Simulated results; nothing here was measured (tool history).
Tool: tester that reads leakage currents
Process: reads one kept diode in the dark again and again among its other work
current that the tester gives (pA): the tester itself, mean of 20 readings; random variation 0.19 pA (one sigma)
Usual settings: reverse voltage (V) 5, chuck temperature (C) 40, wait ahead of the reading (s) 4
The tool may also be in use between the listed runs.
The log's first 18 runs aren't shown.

run	day	reverse voltage (V)	chuck temperature (C)	wait ahead of the reading (s)	hours of work since the probe card was cleaned	hours of work since the tester was calibrated	hours of work since the chuck was calibrated	current that the tester gives (pA)
19	150.558	5	40	4	479	769	344	63.25
20	162.554	12.71	55	2.58	704	994	569	238.74
21	171.208	19.14	40	4	866	1156	731	102.59
22	177.829	3.24	40	0.82	990	1280	855	54.55
23	188.912	5	41	1.49	1197	1487	1062	67.29
24	198.412	5	41	1.49	1375	1665	1240	66.93
25	209.821	5	41	1.49	1589	1879	1453	66.56
# day 217.754: tester calibrated
26	217.967	1.92	40	3	1740	4	1604	43.2
# day 223.225: chuck's temperature calibrated
27	226.442	15.94	34	0.63	1897	161	60	82.66
28	234.25	1.28	55	1.98	2043	307	206	118.4
29	239.633	4.38	52	1.77	2144	408	307	146.89
30	246.279	1.34	52	1.67	2268	532	432	97.56
31	252.858	1.34	52	1.67	2391	656	555	96.44
32	260.517	1.31	55	4.34	2535	799	698	116.56
# day 261.608: probe card cleaned and baked
33	267.108	5	40	0.46	103	920	819	61.73
34	275.275	19.02	54	0.46	256	1073	972	251.58
35	282.238	19.02	23	1.13	386	1203	1102	31.93
36	290.75	1.31	54	4.48	546	1363	1262	103.07
37	302.117	1.31	54	4.48	758	1575	1475	101.67
38	311.046	5.07	38	3.57	926	1743	1642	51.59

Forecast each of these 4 alternatives for the next run:
# day 314.233: chuck's temperature calibrated
A	319.654	2.25	55	3.57	1085	1902	101	?
# day 314.233: chuck's temperature calibrated
B	319.654	7.71	36	0.46	1085	1902	101	?
# day 314.233: chuck's temperature calibrated
C	319.654	7.61	32	3.57	1085	1902	101	?
# day 314.233: chuck's temperature calibrated
D	319.654	1.81	29	3.58	1085	1902	101	?

run	current that the tester gives (pA)
A	142.41
B	62.45
C	45.42
D	21.13
Without the tool's hidden state the same runs would have given:
run	current that the tester gives (pA)
A	140.54
B	56.45
C	39.51
D	19.74
